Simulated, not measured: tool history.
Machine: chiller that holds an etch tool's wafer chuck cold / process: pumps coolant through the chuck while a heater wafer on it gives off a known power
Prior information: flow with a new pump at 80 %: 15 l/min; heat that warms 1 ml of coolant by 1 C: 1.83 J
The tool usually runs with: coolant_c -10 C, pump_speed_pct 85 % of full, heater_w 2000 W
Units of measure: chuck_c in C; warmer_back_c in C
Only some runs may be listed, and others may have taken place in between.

| run | hour | coolant_c | pump_speed_pct | heater_w | chuck_c | warmer_back_c |
|---|---|---|---|---|---|---|
| 1 | 0 | -10 | 85 | 2000 | 3.5 | 4.14 |
| 2 | 61.6 | -10 | 85 | 2000 | 3.5 | 4.15 |
| 3 | 122.1 | -10 | 85 | 2000 | 3.6 | 4.15 |
| 4 | 153.4 | -10 | 66 | 2000 | 7.1 | 5.37 |
| 5 | 212.9 | -10 | 66 | 2000 | 7.2 | 5.45 |
| 6 | 254 | -10 | 66 | 2000 | 7.2 | 5.39 |
| 7 | 306.8 | -10 | 66 | 2000 | 7.1 | 5.41 |
| 8 | 360.7 | -10 | 66 | 2000 | 7.1 | 5.4 |
| 9 | 428 | -10 | 66 | 2000 | 7.2 | 5.46 |
| 10 | 486.9 | -15 | 85 | 2000 | -1.3 | 4.16 |
| 11 | 547.8 | -10 | 83 | 2000 | 4 | 4.21 |
| 12 | 598.9 | -10 | 70 | 2000 | 6.5 | 5.05 |
| 13 | 654.4 | -10 | 95 | 2000 | 2.3 | 3.68 |
| 14 | 692.7 | -10 | 85 | 2000 | 3.8 | 4.2 |
| 15 | 748.8 | -10 | 85 | 2000 | 3.8 | 4.14 |
| 16 | 786.1 | -10 | 85 | 2000 | 3.6 | 4.18 |
| 17 | 851.9 | -10 | 76 | 1124 | -1.4 | 2.67 |
| 18 | 896 | -10 | 78 | 2000 | 5 | 4.6 |
| 19 | 941.4 | -1 | 92 | 1364 | 7.6 | 2.64 |
| 20 | 1001.6 | -1 | 92 | 1364 | 7.8 | 2.66 |
| 21 | 1043.7 | -1 | 92 | 1364 | 7.6 | 2.62 |
| 22 | 1079 | -10 | 85 | 2904 | 10.8 | 6.17 |
| 23 | 1129.2 | -10 | 85 | 2904 | 10.5 | 6.21 |
| 24 | 1184 | -10 | 85 | 2904 | 10.6 | 6.23 |
| 25 | 1250.8 | -10 | 85 | 2904 | 10.8 | 6.18 |
| 26 | 1299.4 | -11 | 87 | 2904 | 9.4 | 6 |
| 27 | 1351.2 | -9 | 87 | 2904 | 11.4 | 6.11 |
| 28 | 1392.2 | -14 | 85 | 2000 | -0.2 | 4.14 |
| 29 | 1436.9 | -7 | 77 | 2000 | 8.2 | 4.61 |
| 30 | 1498.7 | -7 | 84 | 1680 | 4.8 | 3.5 |
| 31 | 1544.6 | -7 | 84 | 1680 | 4.8 | 3.57 |
| 32 | 1582.4 | -10 | 95 | 1991 | 2.4 | 3.69 |

Not shown: 2 entries that the log had between the listed runs. Between which runs, and how does the tool's hidden state differ before and after?
Between runs 21 and 22: coolant pump overhauled (hour 1052.6)
  heat passed by the chuck's channels, % of clean ones': 82 -> 81.9; flow at a given pump speed, % of a new pump's: 97.5 -> 96.5
  measured value less the no-hidden-state value, chuck_c: +1.2 -> +3.4 C; warmer_back_c: +0.07 -> +0.22 C
Between runs 27 and 28: coolant pump overhauled, once more (hour 1383.8)
  heat passed by the chuck's channels, % of clean ones': 81.2 -> 81.1; flow at a given pump speed, % of a new pump's: 96 -> 99.1
  measured value less the no-hidden-state value, chuck_c: +3.5 -> +2 C; warmer_back_c: +0.24 -> +0.04 C

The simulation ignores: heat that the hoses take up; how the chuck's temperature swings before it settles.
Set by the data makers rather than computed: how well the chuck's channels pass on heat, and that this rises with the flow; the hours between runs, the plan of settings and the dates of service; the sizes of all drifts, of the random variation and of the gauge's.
